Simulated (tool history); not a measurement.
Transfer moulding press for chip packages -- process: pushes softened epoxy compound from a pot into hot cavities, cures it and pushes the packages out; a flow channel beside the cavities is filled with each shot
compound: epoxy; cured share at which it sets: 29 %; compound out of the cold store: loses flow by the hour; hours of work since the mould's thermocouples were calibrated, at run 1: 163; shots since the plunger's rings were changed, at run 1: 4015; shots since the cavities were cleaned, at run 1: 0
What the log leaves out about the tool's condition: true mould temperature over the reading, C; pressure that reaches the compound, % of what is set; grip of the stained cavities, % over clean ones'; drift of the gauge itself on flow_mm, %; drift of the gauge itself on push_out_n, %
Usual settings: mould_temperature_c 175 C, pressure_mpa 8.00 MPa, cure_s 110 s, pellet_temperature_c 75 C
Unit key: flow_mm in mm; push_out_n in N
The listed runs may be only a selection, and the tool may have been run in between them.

run	hour	mould_temperature_c	pressure_mpa	cure_s	pellet_temperature_c	hours of work since the mould's thermocouples were calibrated	shots since the plunger's rings were changed	shots since the cavities were cleaned	incoming compound's hours out of the cold store	flow_mm	push_out_n
1	0.0	175	8.00	110	75	163	4015	0	11.7	812	505
2	7.9	175	8.00	110	75	166	4079	64	43.4	693	519
3	15.2	175	8.00	110	75	169	4138	123	44.7	692	518
4	19.2	175	8.00	110	67	171	4171	156	27.1	753	538
5	25.9	175	8.00	110	67	174	4225	210	29.1	747	543
6	34.1	175	8.00	110	67	178	4292	277	29.2	745	547
7	41.9	175	8.00	110	75	182	4355	340	43.3	692	556
8	47.4	175	8.00	116	75	184	4399	384	29.6	738	542
9	56.9	172	8.00	116	75	188	4477	462	22.6	774	642
10	63.0	172	9.47	116	75	191	4527	512	46.9	746	617
11	67.7	172	9.47	116	79	193	4564	549	43.4	758	651
12	74.4	172	9.47	116	79	196	4619	604	23.5	832	651
13	84.3	175	8.00	110	75	201	4699	684	8.7	810	669
14	94.0	175	8.00	110	75	205	4778	763	31.9	727	671
15	103.4	175	8.00	110	75	209	4854	839	12.5	797	672
16	109.1	175	8.00	140	75	212	4901	886	10.7	806	562
17	114.8	169	8.00	140	72	214	4947	932	43.7	706	635
18	124.6	179	8.00	140	72	219	5027	1012	33.8	709	548
# hour 134.8: cavities cleaned with cleaning compound and waxed
19	134.8	171	9.76	111	65	223	5097	0	21.4	849	637
20	140.2	174	8.00	110	75	225	5141	44	29.9	734	530
21	146.0	174	8.00	110	75	228	5188	91	36.0	712	537
22	151.3	176	7.09	146	75	230	5231	134	41.7	648	442

Expected results for the next run?
23	155.4	176	7.09	146	75	232	5265	168	12.2	?	?

For run 23 the tool returned flow_mm 744 mm, push_out_n 436 N.
Were there no unlogged condition in the tool, this run, its random variation unchanged, would have produced flow_mm 803 mm, push_out_n 394 N.

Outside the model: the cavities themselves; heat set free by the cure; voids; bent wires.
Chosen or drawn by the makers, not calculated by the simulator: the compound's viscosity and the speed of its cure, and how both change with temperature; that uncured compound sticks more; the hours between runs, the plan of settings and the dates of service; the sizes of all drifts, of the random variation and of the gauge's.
